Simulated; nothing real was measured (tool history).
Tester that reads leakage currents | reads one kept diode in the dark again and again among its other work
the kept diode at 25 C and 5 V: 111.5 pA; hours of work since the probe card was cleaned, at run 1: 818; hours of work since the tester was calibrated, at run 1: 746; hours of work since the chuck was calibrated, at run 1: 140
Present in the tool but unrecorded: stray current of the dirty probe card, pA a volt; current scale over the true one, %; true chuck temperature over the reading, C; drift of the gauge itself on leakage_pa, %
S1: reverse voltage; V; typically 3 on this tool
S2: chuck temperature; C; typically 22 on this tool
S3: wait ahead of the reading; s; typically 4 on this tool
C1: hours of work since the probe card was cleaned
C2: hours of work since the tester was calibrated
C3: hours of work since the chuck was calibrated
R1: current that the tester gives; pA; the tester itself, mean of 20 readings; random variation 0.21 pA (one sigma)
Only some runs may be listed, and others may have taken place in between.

{"run": 1, "hour": 0.0, "S1": 3, "S2": 22, "S3": 4, "C1": 818, "C2": 746, "C3": 140, "R1": 70.49}
{"run": 2, "hour": 48.7, "S1": 3, "S2": 22, "S3": 4, "C1": 840, "C2": 768, "C3": 162, "R1": 70.79}
{"run": 3, "hour": 100.3, "S1": 7.47, "S2": 22, "S3": 4, "C1": 863, "C2": 791, "C3": 185, "R1": 108.66}
{"run": 4, "hour": 130.3, "S1": 7.47, "S2": 22, "S3": 4, "C1": 877, "C2": 804, "C3": 199, "R1": 108.85}
{"run": 5, "hour": 171.8, "S1": 7.47, "S2": 22, "S3": 4, "C1": 895, "C2": 823, "C3": 217, "R1": 108.99}
{"run": 6, "hour": 217.7, "S1": 7.47, "S2": 22, "S3": 4, "C1": 916, "C2": 844, "C3": 238, "R1": 109.93}
{"run": 7, "hour": 246.0, "S1": 7.47, "S2": 22, "S3": 4, "C1": 929, "C2": 856, "C3": 251, "R1": 110}
{"run": 8, "hour": 284.0, "S1": 7.47, "S2": 22, "S3": 6.58, "C1": 946, "C2": 873, "C3": 268, "R1": 109.53}
{"run": 9, "hour": 332.0, "S1": 2.27, "S2": 44, "S3": 4, "C1": 967, "C2": 895, "C3": 289, "R1": 407.34}
{"run": 10, "hour": 364.1, "S1": 2.27, "S2": 44, "S3": 4, "C1": 982, "C2": 909, "C3": 304, "R1": 407.92}
{"run": 11, "hour": 392.4, "S1": 12.96, "S2": 44, "S3": 7.73, "C1": 994, "C2": 922, "C3": 316, "R1": 887.92}

What will run 12 give?
{"run": 12, "hour": 448.5, "S1": 3.12, "S2": 33, "S3": 2.63, "C1": 1020, "C2": 947, "C3": 342, "R1": "?"}

For run 12 the tool returned R1 190.03 pA.
Had the tool carried no hidden state, the very same run would have given R1 186.28 pA.

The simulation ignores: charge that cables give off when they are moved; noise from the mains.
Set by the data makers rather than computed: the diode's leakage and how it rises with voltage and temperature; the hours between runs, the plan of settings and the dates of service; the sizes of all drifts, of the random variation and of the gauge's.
